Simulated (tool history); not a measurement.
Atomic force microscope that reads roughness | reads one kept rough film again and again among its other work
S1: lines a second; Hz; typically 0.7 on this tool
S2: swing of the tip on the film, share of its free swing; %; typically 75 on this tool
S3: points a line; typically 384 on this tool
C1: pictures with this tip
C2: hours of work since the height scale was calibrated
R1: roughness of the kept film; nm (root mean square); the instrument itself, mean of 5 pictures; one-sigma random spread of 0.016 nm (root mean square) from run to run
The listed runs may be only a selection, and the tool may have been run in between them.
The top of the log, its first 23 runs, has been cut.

run    hour     S1  S2   S3   C1   C2     R1
 24   823.5    0.7  85  384   46  225  3.831
 25   855.1  0.597  81  342   80  248  3.802
 26   876.1  1.627  83  342  103  263  3.648
 27   897.2  2.042  77  390  125  278  3.645
 28   917.2  2.042  77  390  147  293  3.656
 29   940.6    0.8  75  591  172  309  3.696
 30   975.5    0.8  75  591  210  334  3.726
 31  1010.3    0.8  87  397  248  359  3.604
 32  1056.2  1.284  67  439  297  392  3.636

4 ways to go on from here, each from the tool as it stands after run 32. What would each give?
     1068.8  -- new tip fitted
  A  1093  0.929  60  835  26  418   ?
     1068.8  -- new tip fitted
  B  1093  0.923  88  280  26  418   ?
     1068.8  -- new tip fitted
  C  1093  2.565  60  355  26  418   ?
     1068.8  -- new tip fitted
  D  1093  1.284  76  439  26  418   ?

run     R1
  A  3.947
  B  3.756
  C  3.842
  D  3.828
Stripped of hidden state, with their random variation kept, the same runs would have yielded:
run     R1
  A  3.961
  B  3.769
  C  3.855
  D  3.841
